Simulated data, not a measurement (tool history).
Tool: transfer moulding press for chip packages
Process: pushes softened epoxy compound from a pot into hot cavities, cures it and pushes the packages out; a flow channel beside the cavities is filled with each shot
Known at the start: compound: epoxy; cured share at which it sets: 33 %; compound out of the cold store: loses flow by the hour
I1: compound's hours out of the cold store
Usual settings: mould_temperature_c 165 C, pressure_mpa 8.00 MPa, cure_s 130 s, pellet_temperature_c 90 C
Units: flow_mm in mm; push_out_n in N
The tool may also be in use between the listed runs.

run 1 hour=0.0 | mould_temperature_c=165 pressure_mpa=8.00 cure_s=130 pellet_temperature_c=90 | I1=36.1 | flow_mm=720 push_out_n=679
run 2 hour=11.0 | mould_temperature_c=165 pressure_mpa=8.00 cure_s=130 pellet_temperature_c=90 | I1=43.5 | flow_mm=698 push_out_n=684
run 3 hour=18.0 | mould_temperature_c=165 pressure_mpa=8.00 cure_s=146 pellet_temperature_c=90 | I1=22.9 | flow_mm=739 push_out_n=645
run 4 hour=27.1 | mould_temperature_c=165 pressure_mpa=8.00 cure_s=130 pellet_temperature_c=90 | I1=25.8 | flow_mm=736 push_out_n=766
run 5 hour=34.1 | mould_temperature_c=165 pressure_mpa=8.00 cure_s=130 pellet_temperature_c=90 | I1=25.5 | flow_mm=732 push_out_n=772
run 6 hour=43.4 | mould_temperature_c=165 pressure_mpa=8.00 cure_s=130 pellet_temperature_c=90 | I1=26.6 | flow_mm=733 push_out_n=789
-- hour=46.1 mould's thermocouples calibrated
run 7 hour=54.3 | mould_temperature_c=165 pressure_mpa=6.28 cure_s=130 pellet_temperature_c=90 | I1=32.6 | flow_mm=635 push_out_n=807
run 8 hour=61.3 | mould_temperature_c=165 pressure_mpa=6.28 cure_s=130 pellet_temperature_c=90 | I1=20.3 | flow_mm=659 push_out_n=848
run 9 hour=67.3 | mould_temperature_c=165 pressure_mpa=8.00 cure_s=145 pellet_temperature_c=80 | I1=33.5 | flow_mm=720 push_out_n=739
run 10 hour=74.7 | mould_temperature_c=165 pressure_mpa=8.00 cure_s=145 pellet_temperature_c=80 | I1=19.2 | flow_mm=740 push_out_n=802
run 11 hour=79.5 | mould_temperature_c=166 pressure_mpa=7.68 cure_s=130 pellet_temperature_c=95 | I1=12.6 | flow_mm=730 push_out_n=811
run 12 hour=88.5 | mould_temperature_c=167 pressure_mpa=8.02 cure_s=146 pellet_temperature_c=87 | I1=18.5 | flow_mm=742 push_out_n=743
run 13 hour=95.7 | mould_temperature_c=165 pressure_mpa=9.33 cure_s=133 pellet_temperature_c=87 | I1=27.0 | flow_mm=786 push_out_n=853
-- hour=97.9 cavities cleaned with cleaning compound and waxed
run 14 hour=104.6 | mould_temperature_c=165 pressure_mpa=9.33 cure_s=133 pellet_temperature_c=94 | I1=42.5 | flow_mm=749 push_out_n=559
-- hour=107.3 mould's thermocouples calibrated, once more
run 15 hour=113.1 | mould_temperature_c=171 pressure_mpa=9.66 cure_s=167 pellet_temperature_c=94 | I1=38.2 | flow_mm=751 push_out_n=504

4 ways to go on from here, each from the tool as it stands after run 15. What would each give?
run A hour=122.3 | mould_temperature_c=165 pressure_mpa=8.00 cure_s=136 pellet_temperature_c=90 | I1=25.5 | flow_mm=? push_out_n=?
run B hour=122.3 | mould_temperature_c=159 pressure_mpa=8.00 cure_s=129 pellet_temperature_c=100 | I1=46.4 | flow_mm=? push_out_n=?
run C hour=122.3 | mould_temperature_c=158 pressure_mpa=8.03 cure_s=130 pellet_temperature_c=93 | I1=12.5 | flow_mm=? push_out_n=?
run D hour=122.3 | mould_temperature_c=171 pressure_mpa=6.29 cure_s=167 pellet_temperature_c=96 | I1=24.3 | flow_mm=? push_out_n=?

run=A flow_mm=723 push_out_n=621
run=B flow_mm=703 push_out_n=952
run=C flow_mm=786 push_out_n=1054
run=D flow_mm=633 push_out_n=521
Without the tool's hidden state the same runs would have given:
run=A flow_mm=737 push_out_n=531
run=B flow_mm=717 push_out_n=813
run=C flow_mm=801 push_out_n=898
run=D flow_mm=645 push_out_n=445
